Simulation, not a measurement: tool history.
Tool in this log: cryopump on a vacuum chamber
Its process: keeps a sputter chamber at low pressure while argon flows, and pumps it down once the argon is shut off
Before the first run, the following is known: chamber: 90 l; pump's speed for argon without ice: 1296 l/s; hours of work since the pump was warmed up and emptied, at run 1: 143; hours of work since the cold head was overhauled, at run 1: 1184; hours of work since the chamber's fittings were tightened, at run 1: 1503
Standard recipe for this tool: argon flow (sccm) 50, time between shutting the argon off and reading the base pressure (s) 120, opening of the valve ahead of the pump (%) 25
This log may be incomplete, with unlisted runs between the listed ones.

run	day	argon flow (sccm)	time between shutting the argon off and reading the base pressure (s)	opening of the valve ahead of the pump (%)	hours of work since the pump was warmed up and emptied	hours of work since the cold head was overhauled	hours of work since the chamber's fittings were tightened	pressure while argon flows (Pa)	pressure after the wait (uPa)
1	0.000	50	120	25	143	1184	1503	0.2691	2.23
2	2.529	50	120	25	194	1235	1554	0.2738	2.45
3	4.775	50	120	25	239	1280	1599	0.2778	2.47
4	6.825	50	120	18	280	1321	1640	0.3805	2.70
# day 8.338: pump warmed up, emptied and cooled again
5	9.575	50	120	18	25	1372	1691	0.3641	2.23
6	10.992	91	120	25	53	1400	1720	0.4822	2.23
7	12.958	91	120	25	93	1440	1759	0.4858	2.41
8	15.167	50	120	25	137	1484	1804	0.2683	2.47
9	16.804	50	192	25	170	1517	1836	0.2698	2.49
10	19.192	50	120	46	218	1565	1884	0.1545	2.72
11	21.933	23	120	46	273	1620	1939	0.0731	2.97
# day 23.692: pump warmed up, emptied and cooled again
12	23.725	23	120	46	1	1652	1971	0.0657	2.44
13	26.271	23	120	46	52	1703	2022	0.0676	2.55
14	28.875	23	120	46	104	1755	2075	0.0688	2.80
# day 29.842: leaking fittings of the chamber tightened, without venting
15	31.150	50	266	25	148	1799	26	0.2703	0.49
16	34.017	50	36	25	206	1857	84	0.2755	1.70
17	36.796	50	36	25	261	1913	140	0.2775	1.66
# day 39.083: pump warmed up, emptied and cooled again
18	39.108	50	36	25	1	1955	182	0.2642	1.68
19	40.621	36	33	19	31	1985	212	0.2488	1.89
20	43.083	61	33	29	80	2035	262	0.2791	1.85
21	45.733	34	120	17	133	2088	315	0.2652	0.96
22	48.179	34	254	17	183	2137	364	0.2689	0.88
23	50.288	28	22	37	225	2179	406	0.1060	2.76
24	52.262	28	22	37	265	2219	446	0.1078	2.76
25	53.575	81	40	25	291	2245	472	0.4510	2.01
# day 54.529: pump warmed up, emptied and cooled again
26	56.171	81	40	25	33	2293	520	0.4298	1.83
27	57.708	34	31	25	64	2324	551	0.1819	2.24
28	59.212	50	122	16	94	2354	581	0.4117	1.20
29	61.417	30	35	56	138	2398	626	0.0742	2.22
30	63.971	24	79	50	190	2450	677	0.0673	1.58
31	65.671	24	79	50	224	2484	711	0.0694	1.66
32	67.233	53	79	17	255	2515	742	0.4224	1.70
# day 69.842: pump warmed up, emptied and cooled again
33	69.958	22	67	57	2	2566	793	0.0519	1.61
34	71.338	22	67	57	30	2593	821	0.0506	1.69
35	73.308	70	120	31	70	2633	860	0.2988	1.45

Alternative continuations, all from the tool just after run 35; predict every row:
A	76.058	96	278	40	125	2688	915	?	?
B	76.058	41	120	25	125	2688	915	?	?
C	76.058	26	235	40	125	2688	915	?	?

run	pressure while argon flows (Pa)	pressure after the wait (uPa)
A	0.3281	1.37
B	0.2204	1.56
C	0.0887	1.38
Stripped of hidden state, with their random variation kept, the same runs would have yielded:
run	pressure while argon flows (Pa)	pressure after the wait (uPa)
A	0.3128	0.39
B	0.2138	0.59
C	0.0845	0.40
